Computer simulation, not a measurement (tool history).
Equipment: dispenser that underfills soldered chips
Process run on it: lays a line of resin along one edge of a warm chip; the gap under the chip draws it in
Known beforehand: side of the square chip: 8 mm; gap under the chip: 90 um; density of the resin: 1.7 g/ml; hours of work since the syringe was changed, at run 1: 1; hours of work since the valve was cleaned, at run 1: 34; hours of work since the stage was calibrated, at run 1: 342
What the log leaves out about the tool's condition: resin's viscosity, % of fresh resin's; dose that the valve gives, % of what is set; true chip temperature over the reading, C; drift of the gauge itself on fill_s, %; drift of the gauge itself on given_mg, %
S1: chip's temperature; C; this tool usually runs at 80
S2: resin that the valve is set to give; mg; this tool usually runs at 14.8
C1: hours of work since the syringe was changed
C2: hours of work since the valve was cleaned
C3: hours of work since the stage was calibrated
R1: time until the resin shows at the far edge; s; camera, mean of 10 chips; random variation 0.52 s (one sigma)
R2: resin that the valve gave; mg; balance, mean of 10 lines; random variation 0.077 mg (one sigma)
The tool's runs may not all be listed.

run	hour	S1	S2	C1	C2	C3	R1	R2
1	0.0	80	14.8	1	34	342	44.3	14.45
# hour 6.6: new syringe of resin
2	12.6	80	18.2	5	44	351	48.9	17.36
# hour 15.0: new syringe of resin
3	19.4	82	14.8	3	49	357	46.1	14.07
# hour 22.7: new syringe of resin
4	28.3	74	14.8	4	56	363	59.1	14.06
# hour 30.6: new syringe of resin
5	35.5	80	13.2	4	61	368	50.2	12.67
# hour 38.5: new syringe of resin
6	45.3	80	13.2	5	68	376	54.3	12.30
# hour 46.4: new syringe of resin
7	51.0	80	13.2	4	72	380	52.0	12.31
# hour 54.2: new syringe of resin
# hour 62.1: new syringe of resin
8	62.9	80	14.8	1	81	389	42.1	13.74
# hour 69.9: new syringe of resin
9	70.2	80	14.8	0	86	394	42.4	13.53
# hour 75.0: dispensing valve cleaned and set on the balance
10	76.9	80	14.8	5	1	398	50.5	14.95
# hour 78.8: new syringe of resin
# hour 86.7: new syringe of resin
11	87.5	80	14.8	1	9	406	41.2	14.75
12	92.8	78	14.8	5	13	410	50.4	14.84
# hour 94.5: new syringe of resin
# hour 102.0: new syringe of resin
13	104.6	78	14.8	2	22	419	46.4	14.59
# hour 110.4: new syringe of resin
14	110.9	68	14.8	0	27	423	59.2	14.56
# hour 118.3: new syringe of resin
15	119.0	68	14.8	1	33	429	58.9	14.43
# hour 126.1: new syringe of resin
16	131.1	92	15.6	4	42	438	34.4	15.06
# hour 133.8: new syringe of resin
17	140.2	91	14.0	5	48	445	38.9	13.41
# hour 141.6: new syringe of resin
# hour 149.7: new syringe of resin
18	151.7	94	13.8	2	57	454	29.8	13.13
# hour 157.7: new syringe of resin
19	161.0	91	13.5	2	64	461	34.1	12.75
# hour 166.0: new syringe of resin
20	167.7	93	15.9	1	69	465	29.8	14.81
# hour 173.7: new syringe of resin
21	176.2	82	14.1	2	75	472	41.9	13.24

Forecast run 22:
# hour 181.7: new syringe of resin
22	188.4	92	13.5	5	84	481	?	?

R1: 38.4 s
R2: 12.54 mg
Minus the tool's unlogged condition, the same run would have read R1 31.1 s, R2 13.52 mg.

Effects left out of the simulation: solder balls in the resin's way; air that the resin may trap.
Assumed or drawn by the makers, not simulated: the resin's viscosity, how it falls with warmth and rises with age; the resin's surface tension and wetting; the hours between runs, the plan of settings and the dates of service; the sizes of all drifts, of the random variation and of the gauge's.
